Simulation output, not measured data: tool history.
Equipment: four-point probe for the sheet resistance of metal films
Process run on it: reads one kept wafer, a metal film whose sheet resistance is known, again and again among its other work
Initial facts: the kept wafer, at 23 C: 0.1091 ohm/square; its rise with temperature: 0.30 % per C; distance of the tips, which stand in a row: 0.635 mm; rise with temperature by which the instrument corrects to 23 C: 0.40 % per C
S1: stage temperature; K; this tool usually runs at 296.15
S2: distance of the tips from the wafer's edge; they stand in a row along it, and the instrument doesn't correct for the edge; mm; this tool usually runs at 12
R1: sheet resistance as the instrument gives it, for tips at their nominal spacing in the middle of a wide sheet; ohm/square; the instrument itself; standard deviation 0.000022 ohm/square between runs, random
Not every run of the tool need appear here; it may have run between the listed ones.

run	hour	S1	S2	R1
1	0	296.15	12	0.109694
2	76.1	296.15	12	0.109725
3	162.2	303.15	12	0.108927
4	211.6	296.15	7	0.110042
5	291.3	296.15	18	0.109631
6	337.6	295.15	12	0.109758
7	400.1	296.15	12	0.109661
8	469.2	296.15	12	0.109682
9	534	296.15	12	0.109653
# hour 542.2: stage's thermometer calibrated
10	592.8	296.15	33	0.109552
11	651.3	296.15	33	0.109494
12	691.7	297.15	3	0.111946
13	758	306.15	5	0.109286
14	832	306.15	5	0.109322
15	885.4	308.15	10	0.108423
16	939.8	296.15	5	0.110448
# hour 990.7: stage's thermometer calibrated, once more
17	1028.8	298.15	27	0.109119
18	1066	298.15	27	0.109127
19	1138.3	292.15	6	0.110429

3 ways to go on from here, each from the tool as it stands after run 19. What would each give?
A	1196.4	297.15	9	?
B	1196.4	294.15	18	?
C	1196.4	301.15	23	?

run	R1
A	0.109546
B	0.10957
C	0.108808
What these runs would have given with no unlogged condition in the tool:
run	R1
A	0.109339
B	0.109362
C	0.108601
